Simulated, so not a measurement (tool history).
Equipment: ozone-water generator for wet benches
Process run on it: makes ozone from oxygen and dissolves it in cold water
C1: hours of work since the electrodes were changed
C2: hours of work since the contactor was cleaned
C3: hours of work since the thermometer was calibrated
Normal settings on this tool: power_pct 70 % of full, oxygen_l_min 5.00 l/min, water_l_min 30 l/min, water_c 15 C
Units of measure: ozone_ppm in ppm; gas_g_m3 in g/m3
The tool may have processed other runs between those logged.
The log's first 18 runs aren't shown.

{"run": 19, "hour": 2047.9, "power_pct": 72, "oxygen_l_min": 4.0, "water_l_min": 29, "water_c": 15, "C1": 1612, "C2": 5332, "C3": 2611, "ozone_ppm": 15.5, "gas_g_m3": 252.0}
{"run": 20, "hour": 2135.6, "power_pct": 72, "oxygen_l_min": 4.0, "water_l_min": 29, "water_c": 15, "C1": 1681, "C2": 5401, "C3": 2680, "ozone_ppm": 15.6, "gas_g_m3": 256.4}
{"run": 21, "hour": 2239.8, "power_pct": 53, "oxygen_l_min": 5.0, "water_l_min": 30, "water_c": 16, "C1": 1762, "C2": 5482, "C3": 2761, "ozone_ppm": 12.7, "gas_g_m3": 182.4}
{"run": 22, "hour": 2394.4, "power_pct": 70, "oxygen_l_min": 5.0, "water_l_min": 35, "water_c": 13, "C1": 1883, "C2": 5603, "C3": 2882, "ozone_ppm": 13.7, "gas_g_m3": 222.6}
{"run": 23, "hour": 2484.7, "power_pct": 43, "oxygen_l_min": 5.0, "water_l_min": 30, "water_c": 10, "C1": 1953, "C2": 5673, "C3": 2952, "ozone_ppm": 11.6, "gas_g_m3": 152.1}
{"run": 24, "hour": 2567.6, "power_pct": 56, "oxygen_l_min": 3.52, "water_l_min": 37, "water_c": 9, "C1": 2018, "C2": 5738, "C3": 3017, "ozone_ppm": 9.9, "gas_g_m3": 216.8}
{"run": 25, "hour": 2670.9, "power_pct": 56, "oxygen_l_min": 3.52, "water_l_min": 37, "water_c": 9, "C1": 2098, "C2": 5818, "C3": 3098, "ozone_ppm": 9.8, "gas_g_m3": 215.8}
{"hour": 2705.7, "done": "water thermometer calibrated"}
{"run": 26, "hour": 2795.1, "power_pct": 93, "oxygen_l_min": 5.0, "water_l_min": 30, "water_c": 15, "C1": 2195, "C2": 5915, "C3": 70, "ozone_ppm": 19.5, "gas_g_m3": 275.7}
{"run": 27, "hour": 2946.8, "power_pct": 95, "oxygen_l_min": 5.0, "water_l_min": 30, "water_c": 15, "C1": 2313, "C2": 6033, "C3": 188, "ozone_ppm": 20.0, "gas_g_m3": 279.0}
{"run": 28, "hour": 3078.2, "power_pct": 95, "oxygen_l_min": 3.97, "water_l_min": 27, "water_c": 15, "C1": 2416, "C2": 6136, "C3": 291, "ozone_ppm": 20.7, "gas_g_m3": 307.5}
{"run": 29, "hour": 3178.4, "power_pct": 49, "oxygen_l_min": 4.74, "water_l_min": 44, "water_c": 16, "C1": 2494, "C2": 6214, "C3": 369, "ozone_ppm": 7.6, "gas_g_m3": 171.0}
{"run": 30, "hour": 3282.7, "power_pct": 48, "oxygen_l_min": 4.74, "water_l_min": 45, "water_c": 16, "C1": 2576, "C2": 6296, "C3": 450, "ozone_ppm": 7.6, "gas_g_m3": 167.6}
{"run": 31, "hour": 3365.6, "power_pct": 48, "oxygen_l_min": 4.74, "water_l_min": 45, "water_c": 16, "C1": 2640, "C2": 6360, "C3": 515, "ozone_ppm": 7.4, "gas_g_m3": 169.5}
{"run": 32, "hour": 3517.4, "power_pct": 69, "oxygen_l_min": 4.74, "water_l_min": 29, "water_c": 16, "C1": 2759, "C2": 6479, "C3": 634, "ozone_ppm": 16.1, "gas_g_m3": 220.2}
{"run": 33, "hour": 3614.5, "power_pct": 69, "oxygen_l_min": 4.74, "water_l_min": 29, "water_c": 16, "C1": 2835, "C2": 6555, "C3": 709, "ozone_ppm": 15.9, "gas_g_m3": 221.6}

Forecast each of these 4 alternatives for the next run:
{"run": "A", "hour": 3713.3, "power_pct": 69, "oxygen_l_min": 4.74, "water_l_min": 44, "water_c": 16, "C1": 2912, "C2": 6632, "C3": 787, "ozone_ppm": "?", "gas_g_m3": "?"}
{"run": "B", "hour": 3713.3, "power_pct": 72, "oxygen_l_min": 5.0, "water_l_min": 20, "water_c": 10, "C1": 2912, "C2": 6632, "C3": 787, "ozone_ppm": "?", "gas_g_m3": "?"}
{"run": "C", "hour": 3713.3, "power_pct": 69, "oxygen_l_min": 3.9, "water_l_min": 29, "water_c": 16, "C1": 2912, "C2": 6632, "C3": 787, "ozone_ppm": "?", "gas_g_m3": "?"}
{"run": "D", "hour": 3713.3, "power_pct": 70, "oxygen_l_min": 5.54, "water_l_min": 30, "water_c": 15, "C1": 2912, "C2": 6632, "C3": 787, "ozone_ppm": "?", "gas_g_m3": "?"}

run=A ozone_ppm=10.1 gas_g_m3=219.9
run=B ozone_ppm=25.3 gas_g_m3=223.2
run=C ozone_ppm=15.1 gas_g_m3=238.4
run=D ozone_ppm=16.2 gas_g_m3=209.6
Without the tool's hidden state the same runs would have given:
run=A ozone_ppm=10.1 gas_g_m3=231.1
run=B ozone_ppm=25.4 gas_g_m3=234.6
run=C ozone_ppm=15.1 gas_g_m3=250.5
run=D ozone_ppm=16.2 gas_g_m3=220.4

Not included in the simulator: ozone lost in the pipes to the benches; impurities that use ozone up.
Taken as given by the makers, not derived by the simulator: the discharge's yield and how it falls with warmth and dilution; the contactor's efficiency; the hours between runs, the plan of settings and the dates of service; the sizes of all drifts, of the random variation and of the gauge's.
